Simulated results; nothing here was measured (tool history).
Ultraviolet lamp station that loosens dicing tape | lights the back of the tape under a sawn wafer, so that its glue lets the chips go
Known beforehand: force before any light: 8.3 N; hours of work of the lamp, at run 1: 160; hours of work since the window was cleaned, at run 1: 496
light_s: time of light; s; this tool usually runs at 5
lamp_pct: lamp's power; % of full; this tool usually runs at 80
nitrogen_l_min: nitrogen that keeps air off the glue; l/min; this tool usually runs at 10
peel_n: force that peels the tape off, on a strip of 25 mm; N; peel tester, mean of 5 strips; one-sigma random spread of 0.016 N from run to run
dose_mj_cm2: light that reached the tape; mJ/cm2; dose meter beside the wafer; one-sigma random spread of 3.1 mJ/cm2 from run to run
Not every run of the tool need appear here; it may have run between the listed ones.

run	hour	light_s	lamp_pct	nitrogen_l_min	hours of work of the lamp	hours of work since the window was cleaned	peel_n	dose_mj_cm2
1	0	5	80	10	160	496	1.058	397
2	29.6	5	80	10	180	516	1.05	392
3	97	5	80	10	226	562	1.105	386
4	153.3	5	66	10	265	601	1.594	311
# hour 192.3: window cleaned of glue's vapour
5	199.9	5	66	10	296	5	1.384	338
6	273.3	5	66	10	346	55	1.459	327
7	336.4	5	80	10	389	98	1.096	382
8	399.6	5	80	10	432	141	1.21	379
9	473.4	3	76	7	482	191	2.965	206
10	527.3	3	76	7	519	228	3.005	203
11	592.1	3	76	7	563	272	3.188	198
12	631.9	3	61	7	590	299	3.972	151
13	705.4	4	61	7	640	349	3.017	201
14	761.3	4	61	7	678	387	3.305	191
15	809	4	60	3	711	420	4.098	183

5 options for the next run, each taken on its own from the tool as it stands now. Forecast them:
A	841.6	4	60	20	733	442	?	?
B	841.6	8	80	10	733	442	?	?
C	841.6	5	69	19	733	442	?	?
D	841.6	5	80	11	733	442	?	?
E	841.6	3	98	9	733	442	?	?

run	peel_n	dose_mj_cm2
A	2.494	182
B	0.694	489
C	1.588	263
D	1.558	302
E	2.489	222
The same runs, with their run-to-run variation unchanged, on a tool lacking any hidden condition would have given:
run	peel_n	dose_mj_cm2
A	1.409	276
B	0.301	741
C	0.748	398
D	0.734	457
E	1.405	337
